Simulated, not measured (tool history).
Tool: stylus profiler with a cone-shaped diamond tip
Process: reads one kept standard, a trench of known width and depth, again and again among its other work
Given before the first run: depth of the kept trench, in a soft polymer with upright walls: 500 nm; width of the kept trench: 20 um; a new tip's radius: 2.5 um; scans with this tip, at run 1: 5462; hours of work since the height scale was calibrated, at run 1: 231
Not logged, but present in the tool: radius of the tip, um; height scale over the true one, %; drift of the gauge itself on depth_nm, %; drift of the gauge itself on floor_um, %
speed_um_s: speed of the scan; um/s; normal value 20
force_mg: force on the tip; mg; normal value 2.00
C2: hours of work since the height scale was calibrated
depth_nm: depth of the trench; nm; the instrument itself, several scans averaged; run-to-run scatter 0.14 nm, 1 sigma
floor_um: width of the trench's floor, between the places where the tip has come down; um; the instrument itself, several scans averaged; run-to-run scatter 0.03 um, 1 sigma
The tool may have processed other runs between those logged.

Run 1, hour 0.0: usual settings; scans with this tip 5462; C2 231. Result: depth_nm 504.68 nm, floor_um 16.39 um.
Run 2, hour 32.9: usual settings; scans with this tip 5597; C2 257. Result: depth_nm 504.87 nm, floor_um 16.41 um.
Run 3, hour 61.9: usual settings but force_mg 1.79 mg; scans with this tip 5716; C2 280. Result: depth_nm 504.40 nm, floor_um 16.36 um.
Run 4, hour 89.2: usual settings; scans with this tip 5828; C2 302. Result: depth_nm 504.50 nm, floor_um 16.35 um.
Run 5, hour 126.3: usual settings but speed_um_s 24 um/s; scans with this tip 5981; C2 331. Result: depth_nm 504.64 nm, floor_um 16.29 um.
Run 6, hour 153.0: usual settings but speed_um_s 24 um/s; scans with this tip 6091; C2 353. Result: depth_nm 504.54 nm, floor_um 16.34 um.
Run 7, hour 174.9: usual settings but speed_um_s 24 um/s; scans with this tip 6181; C2 370. Result: depth_nm 504.58 nm, floor_um 16.33 um.
Run 8, hour 211.5: usual settings but force_mg 1.75 mg; scans with this tip 6332; C2 399. Result: depth_nm 503.96 nm, floor_um 16.31 um.
Run 9, hour 241.8: usual settings but force_mg 0.72 mg; scans with this tip 6456; C2 423. Result: depth_nm 501.97 nm, floor_um 16.29 um.
At hour 245.9: height scale calibrated on a step standard.
Run 10, hour 278.8: usual settings but speed_um_s 6 um/s, force_mg 1.34 mg; scans with this tip 6606; C2 26. Result: depth_nm 502.54 nm, floor_um 16.32 um.
Run 11, hour 316.3: usual settings but speed_um_s 60 um/s, force_mg 4.88 mg; scans with this tip 6761; C2 56. Result: depth_nm 507.89 nm, floor_um 16.28 um.
Run 12, hour 355.7: usual settings but speed_um_s 73 um/s, force_mg 2.82 mg; scans with this tip 6923; C2 87. Result: depth_nm 504.91 nm, floor_um 16.27 um.
Run 13, hour 379.4: usual settings but speed_um_s 24 um/s, force_mg 1.51 mg; scans with this tip 7021; C2 106. Result: depth_nm 502.60 nm, floor_um 16.27 um.
Run 14, hour 412.5: usual settings but speed_um_s 14 um/s, force_mg 3.26 mg; scans with this tip 7156; C2 133. Result: depth_nm 505.53 nm, floor_um 16.26 um.
At hour 442.3: height scale calibrated on a step standard, once more.
Run 15, hour 452.8: usual settings but speed_um_s 14 um/s, force_mg 3.26 mg; scans with this tip 7320; C2 8. Result: depth_nm 507.18 nm, floor_um 16.22 um.
Run 16, hour 472.3: usual settings but force_mg 3.95 mg; scans with this tip 7401; C2 24. Result: depth_nm 508.19 nm, floor_um 16.25 um.
Run 17, hour 492.1: usual settings but speed_um_s 5 um/s, force_mg 1.14 mg; scans with this tip 7482; C2 40. Result: depth_nm 503.68 nm, floor_um 16.26 um.
Run 18, hour 511.2: usual settings but speed_um_s 18 um/s, force_mg 1.05 mg; scans with this tip 7561; C2 55. Result: depth_nm 503.04 nm, floor_um 16.17 um.

Some steps in depth_nm, run to run, broken into two amounts with sign: the step expected even without the hidden condition (settings, incoming material, random variation), and the rest, left for the hidden condition together with whatever gauge scatter is not in both the measured and the hidden-condition-free result:
Run 10 -> 11: speed_um_s 6 -> 60, force_mg 1.34 -> 4.88. depth_nm +5.35 nm: hidden state -0.08, all else +5.43.
Run 14 -> 15: height scale calibrated on a step standard, once more. depth_nm +1.65 nm: hidden state +1.66, all else -0.01.
